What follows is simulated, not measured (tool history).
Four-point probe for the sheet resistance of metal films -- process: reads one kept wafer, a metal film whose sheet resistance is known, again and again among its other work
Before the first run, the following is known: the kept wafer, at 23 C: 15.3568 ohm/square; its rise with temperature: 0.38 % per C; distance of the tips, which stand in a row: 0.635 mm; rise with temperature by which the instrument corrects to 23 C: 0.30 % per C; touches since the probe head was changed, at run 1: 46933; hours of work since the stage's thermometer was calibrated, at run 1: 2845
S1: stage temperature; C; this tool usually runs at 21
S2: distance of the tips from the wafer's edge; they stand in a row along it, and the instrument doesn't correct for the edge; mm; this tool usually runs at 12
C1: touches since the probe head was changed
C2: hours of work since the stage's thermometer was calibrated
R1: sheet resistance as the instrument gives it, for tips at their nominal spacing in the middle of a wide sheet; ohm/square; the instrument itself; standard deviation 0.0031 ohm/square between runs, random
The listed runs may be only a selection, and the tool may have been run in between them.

run,day,S1,S2,C1,C2,R1
1,0.000,21,12,46933,2845,15.359514
# day 1.967: stage's thermometer calibrated
2,2.350,21,19,48407,5,15.339054
3,4.700,21,19,49893,38,15.343000
4,5.729,21,19,50544,53,15.346198
5,7.296,21,12,51535,75,15.357688
6,8.342,21,12,52196,90,15.351502
7,10.033,21,12,53267,114,15.359629
8,11.871,30,12,54427,139,15.458571
9,14.288,30,12,55956,173,15.466529
10,15.571,27,12,56769,191,15.431600
11,16.788,27,12,57538,209,15.431874
12,19.092,21,6,58996,241,15.428332
13,20.433,21,6,59844,260,15.424631
14,22.558,21,6,61188,290,15.422968
15,24.946,21,6,62700,323,15.427300
16,27.092,21,12,64056,354,15.356311
17,29.346,21,12,65483,385,15.358295
18,31.062,21,12,66568,409,15.351897
19,33.258,21,54,67957,440,15.338407
20,35.758,21,54,69538,476,15.332691
21,38.117,21,54,71029,509,15.333435
22,39.900,23,6,72157,534,15.455200
23,41.967,23,6,73464,563,15.452126
24,43.179,18,46,74232,580,15.300673
25,44.462,18,46,75044,598,15.307697
26,45.888,31,46,75945,618,15.455616
27,47.583,19,46,77018,642,15.315707
28,49.058,24,54,77951,663,15.371670
29,51.383,24,54,79420,695,15.372501
30,52.804,18,12,80320,715,15.322808
31,54.838,31,12,81607,744,15.480639
32,57.312,20,6,83173,779,15.410845
33,58.958,20,6,84214,802,15.412574
34,60.517,20,5,85198,824,15.455696
35,62.821,21,60,86657,856,15.334411
36,64.700,21,23,87844,883,15.343816

Run 37 comes next. What will it give?
37,65.883,27,59,88592,900,?

R1: 15.409423 ohm/square
If the tool had no hidden condition, the same run with the same run-to-run variation would have returned R1 15.407385 ohm/square.

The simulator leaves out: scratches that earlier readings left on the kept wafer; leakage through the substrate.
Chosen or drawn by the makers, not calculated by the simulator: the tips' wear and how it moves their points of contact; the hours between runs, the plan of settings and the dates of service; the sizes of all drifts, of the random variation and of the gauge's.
